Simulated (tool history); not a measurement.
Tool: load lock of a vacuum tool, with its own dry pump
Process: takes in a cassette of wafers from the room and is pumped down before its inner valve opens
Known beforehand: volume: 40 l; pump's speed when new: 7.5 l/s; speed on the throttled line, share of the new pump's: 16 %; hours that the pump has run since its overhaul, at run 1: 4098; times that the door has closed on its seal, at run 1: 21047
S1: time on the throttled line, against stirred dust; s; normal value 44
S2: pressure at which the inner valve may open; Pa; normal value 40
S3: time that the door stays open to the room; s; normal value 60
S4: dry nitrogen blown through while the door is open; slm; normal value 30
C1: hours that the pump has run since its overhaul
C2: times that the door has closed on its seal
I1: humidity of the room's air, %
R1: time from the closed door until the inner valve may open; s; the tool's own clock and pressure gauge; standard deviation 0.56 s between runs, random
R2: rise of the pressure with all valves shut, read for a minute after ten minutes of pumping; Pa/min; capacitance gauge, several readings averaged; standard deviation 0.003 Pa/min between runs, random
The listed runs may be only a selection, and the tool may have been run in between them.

run 1 hour=0 | S1=44 S2=40 S3=60 S4=30 | C1=4098 C2=21047 | I1=45.3 | R1=81 R2=0.183
run 2 hour=226.5 | S1=44 S2=40 S3=60 S4=30 | C1=4325 C2=22012 | I1=41.3 | R1=80.8 R2=0.188
run 3 hour=534.9 | S1=44 S2=40 S3=127 S4=30 | C1=4633 C2=23326 | I1=48.7 | R1=82.4 R2=0.215
run 4 hour=825.8 | S1=44 S2=40 S3=127 S4=30 | C1=4924 C2=24565 | I1=44.8 | R1=81.5 R2=0.23
run 5 hour=967.4 | S1=44 S2=40 S3=127 S4=30 | C1=5066 C2=25168 | I1=43.8 | R1=81.2 R2=0.234
run 6 hour=1125.6 | S1=44 S2=40 S3=127 S4=30 | C1=5224 C2=25842 | I1=44.9 | R1=81.4 R2=0.245
run 7 hour=1344.6 | S1=44 S2=31 S3=127 S4=30 | C1=5443 C2=26775 | I1=46.7 | R1=83.1 R2=0.255
run 8 hour=1638.6 | S1=55 S2=40 S3=60 S4=30 | C1=5737 C2=28027 | I1=44.1 | R1=92.6 R2=0.26
run 9 hour=1906 | S1=55 S2=40 S3=174 S4=30 | C1=6004 C2=29166 | I1=45.5 | R1=91.3 R2=0.299
run 10 hour=2156.7 | S1=40 S2=65 S3=97 S4=13 | C1=6255 C2=30234 | I1=41.9 | R1=76.7 R2=0.308
run 11 hour=2388.5 | S1=35 S2=40 S3=60 S4=30 | C1=6487 C2=31221 | I1=45.1 | R1=75.4 R2=0.308
run 12 hour=2571.1 | S1=35 S2=40 S3=60 S4=30 | C1=6669 C2=31999 | I1=45.6 | R1=74.9 R2=0.312
run 13 hour=2817.2 | S1=44 S2=43 S3=30 S4=11 | C1=6915 C2=33047 | I1=47.2 | R1=81.9 R2=0.327
run 14 hour=3092.3 | S1=44 S2=43 S3=30 S4=11 | C1=7190 C2=34219 | I1=42 | R1=81.8 R2=0.357
run 15 hour=3341.8 | S1=87 S2=54 S3=55 S4=10 | C1=7440 C2=35282 | I1=42.9 | R1=116.2 R2=0.38
run 16 hour=3579.6 | S1=87 S2=54 S3=55 S4=10 | C1=7678 C2=36295 | I1=47.3 | R1=115.2 R2=0.408
run 17 hour=3750.3 | S1=87 S2=54 S3=55 S4=10 | C1=7849 C2=37022 | I1=42.7 | R1=117.5 R2=0.409
-- hour=3793.3 door's seal changed, seat wiped
run 18 hour=3890.5 | S1=24 S2=40 S3=190 S4=6 | C1=7987 C2=415 | I1=47 | R1=67.1 R2=0.073

Below are 4 alternative next runs, each starting from the tool's condition after run 18. Predict each:
run A hour=4052.5 | S1=24 S2=40 S3=182 S4=7 | C1=8149 C2=1105 | I1=47.1 | R1=? R2=?
run B hour=4052.5 | S1=24 S2=33 S3=190 S4=5 | C1=8149 C2=1105 | I1=48.6 | R1=? R2=?
run C hour=4052.5 | S1=44 S2=43 S3=108 S4=30 | C1=8149 C2=1105 | I1=48.5 | R1=? R2=?
run D hour=4052.5 | S1=24 S2=40 S3=190 S4=13 | C1=8149 C2=1105 | I1=43.9 | R1=? R2=?

run=A R1=66.5 R2=0.063
run=B R1=68.3 R2=0.083
run=C R1=82.1 R2=0.033
run=D R1=66.2 R2=0.052
Without the tool's unlogged condition, the same runs would have read:
run=A R1=62.1 R2=0.06
run=B R1=63.8 R2=0.081
run=C R1=78 R2=0.03
run=D R1=61.8 R2=0.049
